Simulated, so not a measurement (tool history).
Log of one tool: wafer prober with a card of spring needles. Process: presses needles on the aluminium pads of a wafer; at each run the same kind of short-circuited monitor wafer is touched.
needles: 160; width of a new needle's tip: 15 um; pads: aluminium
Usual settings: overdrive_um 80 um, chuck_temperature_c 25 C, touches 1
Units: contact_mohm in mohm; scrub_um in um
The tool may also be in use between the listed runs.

Run 1, hour 0: usual settings. Result: contact_mohm 246 mohm, scrub_um 19.79 um.
Run 2, hour 33.4: usual settings. Result: contact_mohm 248 mohm, scrub_um 19.62 um.
Run 3, hour 73.7: usual settings. Result: contact_mohm 256 mohm, scrub_um 19.41 um.
Run 4, hour 105.4: usual settings but chuck_temperature_c 71 C. Result: contact_mohm 217 mohm, scrub_um 19.34 um.
Run 5, hour 143.8: usual settings but overdrive_um 65 um, chuck_temperature_c 71 C. Result: contact_mohm 286 mohm, scrub_um 15.48 um.
Run 6, hour 190.1: usual settings but chuck_temperature_c 37 C. Result: contact_mohm 229 mohm, scrub_um 20.16 um.
Run 7, hour 215.6: usual settings but chuck_temperature_c 30 C. Result: contact_mohm 234 mohm, scrub_um 20.06 um.
Run 8, hour 240.8: usual settings. Result: contact_mohm 249 mohm, scrub_um 20.25 um.
Run 9, hour 274: usual settings. Result: contact_mohm 239 mohm, scrub_um 20.18 um.
Run 10, hour 295.1: usual settings. Result: contact_mohm 231 mohm, scrub_um 20.07 um.
Run 11, hour 339.1: usual settings. Result: contact_mohm 211 mohm, scrub_um 19.9 um.
Run 12, hour 367.2: usual settings but overdrive_um 75 um, touches 2. Result: contact_mohm 205 mohm, scrub_um 18.54 um.
Run 13, hour 423.8: usual settings but overdrive_um 75 um, chuck_temperature_c 47 C, touches 2. Result: contact_mohm 217 mohm, scrub_um 18.91 um.
Run 14, hour 454.5: usual settings but overdrive_um 91 um, chuck_temperature_c 96 C, touches 2. Result: contact_mohm 212 mohm, scrub_um 22.88 um.
Run 15, hour 483.9: usual settings but overdrive_um 91 um, chuck_temperature_c 26 C. Result: contact_mohm 213 mohm, scrub_um 22.8 um.
Run 16, hour 508: usual settings but overdrive_um 97 um. Result: contact_mohm 207 mohm, scrub_um 24.17 um.
Run 17, hour 532.3: usual settings but overdrive_um 97 um, chuck_temperature_c 26 C, touches 2. Result: contact_mohm 212 mohm, scrub_um 24.17 um.
Run 18, hour 565.9: usual settings but touches 2. Result: contact_mohm 216 mohm, scrub_um 20.24 um.
Run 19, hour 599.5: usual settings but touches 2. Result: contact_mohm 215 mohm, scrub_um 20.12 um.
Run 20, hour 625.3: usual settings but touches 2. Result: contact_mohm 208 mohm, scrub_um 20.04 um.
Run 21, hour 669.7: usual settings but touches 2. Result: contact_mohm 213 mohm, scrub_um 19.92 um.
Run 22, hour 689.9: usual settings but chuck_temperature_c 29 C. Result: contact_mohm 203 mohm, scrub_um 19.87 um.

Taken out of this log: 124 entries between the listed runs. Where each belongs, and how the hidden state differs across it:
Between runs 1 and 2: tips cleaned on abrasive film (hour 1.3); height of the first contact set anew (hour 2.9); tips cleaned on abrasive film (hour 6.7); tips cleaned on abrasive film (hour 13); tips cleaned on abrasive film (hour 19.3); tips cleaned on abrasive film (hour 24.4); tips cleaned on abrasive film (hour 29.5)
  debris on the tips, nm: 92.6 -> 88.6; way that the needles fall short of the set height, um: 1.75 -> 2.6; tips' diameter, um: 20.58 -> 20.72
  measured less the result without the state, contact_mohm: +48 -> +48 mohm; scrub_um: -0.44 -> -0.66 um
Between runs 2 and 3: tips cleaned on abrasive film (hour 34.8); tips cleaned on abrasive film (hour 41.1); tips cleaned on abrasive film (hour 46.1); tips cleaned on abrasive film (hour 52.5); tips cleaned on abrasive film (hour 58.8); tips cleaned on abrasive film (hour 63.8); tips cleaned on abrasive film (hour 68.9)
  debris on the tips, nm: 88.6 -> 101; way that the needles fall short of the set height, um: 2.6 -> 3.13; tips' diameter, um: 20.72 -> 20.91
  measured less the result without the state, contact_mohm: +48 -> +56 mohm; scrub_um: -0.66 -> -0.79 um
Between runs 3 and 4: tips cleaned on abrasive film (hour 75); tips cleaned on abrasive film (hour 81.3); tips cleaned on abrasive film (hour 86.4); tips cleaned on abrasive film (hour 92.7); tips cleaned on abrasive film (hour 99); tips cleaned on abrasive film (hour 105.4)
  debris on the tips, nm: 101 -> 11.3; way that the needles fall short of the set height, um: 3.13 -> 3.57; tips' diameter, um: 20.91 -> 21.06
  measured less the result without the state, contact_mohm: +56 -> +10 mohm; scrub_um: -0.79 -> -0.91 um
Between runs 4 and 5: tips cleaned on abrasive film (hour 110.4); tips cleaned on abrasive film (hour 115.5); tips cleaned on abrasive film (hour 121.8); tips cleaned on abrasive film (hour 128.1); tips cleaned on abrasive film (hour 134.4); tips cleaned on abrasive film (hour 139.5)
  debris on the tips, nm: 11.3 -> 93.1; way that the needles fall short of the set height, um: 3.57 -> 3.96; tips' diameter, um: 21.06 -> 21.2
  measured less the result without the state, contact_mohm: +10 -> +75 mohm; scrub_um: -0.91 -> -1.01 um
Between runs 5 and 6: tips cleaned on abrasive film (hour 145.2); tips cleaned on abrasive film (hour 151.5); height of the first contact set anew (hour 151.8); tips cleaned on abrasive film (hour 158.1); tips cleaned on abrasive film (hour 164.4); tips cleaned on abrasive film (hour 169.5); tips cleaned on abrasive film (hour 175.8); tips cleaned on abrasive film (hour 182.1); tips cleaned on abrasive film (hour 188.4)
  debris on the tips, nm: 93.1 -> 48.3; way that the needles fall short of the set height, um: 3.96 -> 0.44; tips' diameter, um: 21.2 -> 21.4
  measured less the result without the state, contact_mohm: +75 -> +27 mohm; scrub_um: -1.01 -> -0.11 um
Between runs 6 and 7: tips cleaned on abrasive film (hour 194); tips cleaned on abrasive film (hour 200.3); tips cleaned on abrasive film (hour 206.6); tips cleaned on abrasive film (hour 212.9)
  debris on the tips, nm: 48.3 -> 61; way that the needles fall short of the set height, um: 0.44 -> 0.76; tips' diameter, um: 21.4 -> 21.51
  measured less the result without the state, contact_mohm: +27 -> +35 mohm; scrub_um: -0.11 -> -0.19 um
Between runs 7 and 8: tips cleaned on abrasive film (hour 218.2); tips cleaned on abrasive film (hour 224.5); tips cleaned on abrasive film (hour 230.8); tips cleaned on abrasive film (hour 235.9); height of the first contact set anew, once more (hour 238.7)
  debris on the tips, nm: 61 -> 97.2; way that the needles fall short of the set height, um: 0.76 -> 0; tips' diameter, um: 21.51 -> 21.61
  measured less the result without the state, contact_mohm: +35 -> +52 mohm; scrub_um: -0.19 -> +0 um
Between runs 8 and 9: tips cleaned on abrasive film (hour 242.1); tips cleaned on abrasive film (hour 247.2); tips cleaned on abrasive film (hour 252.3); tips cleaned on abrasive film (hour 258.6); tips cleaned on abrasive film (hour 264.9); tips cleaned on abrasive film (hour 271.2)
  debris on the tips, nm: 97.2 -> 68.5; way that the needles fall short of the set height, um: 0 -> 0.36; tips' diameter, um: 21.61 -> 21.74
  measured less the result without the state, contact_mohm: +52 -> +39 mohm; scrub_um: +0 -> -0.09 um
Between runs 9 and 10: tips cleaned on abrasive film (hour 276.6); tips cleaned on abrasive film (hour 281.7); tips cleaned on abrasive film (hour 286.7); tips cleaned on abrasive film (hour 293)
  debris on the tips, nm: 68.5 -> 48.6; way that the needles fall short of the set height, um: 0.36 -> 0.68; tips' diameter, um: 21.74 -> 21.85
  measured less the result without the state, contact_mohm: +39 -> +29 mohm; scrub_um: -0.09 -> -0.17 um
Between runs 10 and 11: tips cleaned on abrasive film (hour 298.9); tips cleaned on abrasive film (hour 305.2); tips cleaned on abrasive film (hour 310.3); tips cleaned on abrasive film (hour 316.6); tips cleaned on abrasive film (hour 321.7); tips cleaned on abrasive film (hour 326.8); tips cleaned on abrasive film (hour 333.1); tips cleaned on abrasive film (hour 339.1)
  debris on the tips, nm: 48.6 -> 5.5; way that the needles fall short of the set height, um: 0.68 -> 1.25; tips' diameter, um: 21.85 -> 22.05
  measured less the result without the state, contact_mohm: +29 -> +7 mohm; scrub_um: -0.17 -> -0.32 um
Between runs 11 and 12: tips cleaned on abrasive film (hour 345.4); tips cleaned on abrasive film (hour 350.5); tips cleaned on abrasive film (hour 356.8); tips cleaned on abrasive film (hour 361.9); tips cleaned on abrasive film (hour 367.2)
  debris on the tips, nm: 5.5 -> 5.4; way that the needles fall short of the set height, um: 1.25 -> 1.6; tips' diameter, um: 22.05 -> 22.17
  measured less the result without the state, contact_mohm: +7 -> +7 mohm; scrub_um: -0.32 -> -0.4 um
Between runs 12 and 13: tips cleaned on abrasive film (hour 373.6); tips cleaned on abrasive film (hour 379.9); tips cleaned on abrasive film (hour 386.2); height of the first contact set anew (hour 387.7); tips cleaned on abrasive film (hour 391.6); tips cleaned on abrasive film (hour 397.9); tips cleaned on abrasive film (hour 402.9); card fitted with new needles (hour 414.9); tips cleaned on abrasive film (hour 421.3)
  debris on the tips, nm: 5.4 -> 56.4; way that the needles fall short of the set height, um: 1.6 -> 0.08; tips' diameter, um: 22.17 -> 15.03
  measured less the result without the state, contact_mohm: +7 -> +11 mohm; scrub_um: -0.4 -> -0.02 um
Between runs 13 and 14: tips cleaned on abrasive film (hour 426.4); tips cleaned on abrasive film (hour 431.4); tips cleaned on abrasive film (hour 437.7); tips cleaned on abrasive film (hour 442.8); tips cleaned on abrasive film (hour 447.9); tips cleaned on abrasive film (hour 454.2)
  debris on the tips, nm: 56.4 -> 19.4; way that the needles fall short of the set height, um: 0.08 -> 0.5; tips' diameter, um: 15.03 -> 15.17
  measured less the result without the state, contact_mohm: +11 -> +2 mohm; scrub_um: -0.02 -> -0.13 um
Between runs 14 and 15: tips cleaned on abrasive film (hour 459.6); tips cleaned on abrasive film (hour 465.9); tips cleaned on abrasive film (hour 471); tips cleaned on abrasive film (hour 477.3); tips cleaned on abrasive film (hour 482.4)
  debris on the tips, nm: 19.4 -> 41.9; way that the needles fall short of the set height, um: 0.5 -> 0.84; tips' diameter, um: 15.17 -> 15.29
  measured less the result without the state, contact_mohm: +2 -> +11 mohm; scrub_um: -0.13 -> -0.21 um
Between runs 15 and 16: tips cleaned on abrasive film (hour 487.8); tips cleaned on abrasive film (hour 494.1); tips cleaned on abrasive film (hour 500.4); tips cleaned on abrasive film (hour 506.7)
  debris on the tips, nm: 41.9 -> 44.6; way that the needles fall short of the set height, um: 0.84 -> 1.11; tips' diameter, um: 15.29 -> 15.39
  measured less the result without the state, contact_mohm: +11 -> +10 mohm; scrub_um: -0.21 -> -0.29 um
Between runs 16 and 17: tips cleaned on abrasive film (hour 511.8); tips cleaned on abrasive film (hour 516.9); tips cleaned on abrasive film (hour 523.2); tips cleaned on abrasive film (hour 528.3)
  debris on the tips, nm: 44.6 -> 86.3; way that the needles fall short of the set height, um: 1.11 -> 1.44; tips' diameter, um: 15.39 -> 15.5
  measured less the result without the state, contact_mohm: +10 -> +12 mohm; scrub_um: -0.29 -> -0.36 um
Between runs 17 and 18: tips cleaned on abrasive film (hour 533.7); tips cleaned on abrasive film (hour 538.7); tips cleaned on abrasive film (hour 545); tips cleaned on abrasive film (hour 550.1); tips cleaned on abrasive film (hour 555.2); tips cleaned on abrasive film (hour 561.5); height of the first contact set anew (hour 564.3)
  debris on the tips, nm: 86.3 -> 85.6; way that the needles fall short of the set height, um: 1.44 -> 0; tips' diameter, um: 15.5 -> 15.66
  measured less the result without the state, contact_mohm: +12 -> +17 mohm; scrub_um: -0.36 -> +0 um
Between runs 18 and 19: tips cleaned on abrasive film (hour 567.3); tips cleaned on abrasive film (hour 573.6); tips cleaned on abrasive film (hour 578.6); tips cleaned on abrasive film (hour 585); tips cleaned on abrasive film (hour 591.3); tips cleaned on abrasive film (hour 596.3)
  debris on the tips, nm: 85.6 -> 68; way that the needles fall short of the set height, um: 0 -> 0.4; tips' diameter, um: 15.66 -> 15.79
  measured less the result without the state, contact_mohm: +17 -> +14 mohm; scrub_um: +0 -> -0.1 um
Between runs 19 and 20: tips cleaned on abrasive film (hour 602.1); tips cleaned on abrasive film (hour 607.1); tips cleaned on abrasive film (hour 612.2); tips cleaned on abrasive film (hour 618.5); tips cleaned on abrasive film (hour 624.8)
  debris on the tips, nm: 68 -> 19.6; way that the needles fall short of the set height, um: 0.4 -> 0.76; tips' diameter, um: 15.79 -> 15.92
  measured less the result without the state, contact_mohm: +14 -> +4 mohm; scrub_um: -0.1 -> -0.2 um
Between runs 20 and 21: tips cleaned on abrasive film (hour 630.4); tips cleaned on abrasive film (hour 635.5); tips cleaned on abrasive film (hour 641.8); tips cleaned on abrasive film (hour 648.1); tips cleaned on abrasive film (hour 654.4); tips cleaned on abrasive film (hour 660.7); tips cleaned on abrasive film (hour 667)
  debris on the tips, nm: 19.6 -> 57.8; way that the needles fall short of the set height, um: 0.76 -> 1.24; tips' diameter, um: 15.92 -> 16.09
  measured less the result without the state, contact_mohm: +4 -> +13 mohm; scrub_um: -0.2 -> -0.31 um
Between runs 21 and 22: tips cleaned on abrasive film (hour 672.3); tips cleaned on abrasive film (hour 678.6); tips cleaned on abrasive film (hour 683.6); tips cleaned on abrasive film (hour 689.9)
  debris on the tips, nm: 57.8 -> 7.3; way that the needles fall short of the set height, um: 1.24 -> 1.5; tips' diameter, um: 16.09 -> 16.18
  measured less the result without the state, contact_mohm: +13 -> +4 mohm; scrub_um: -0.31 -> -0.38 um
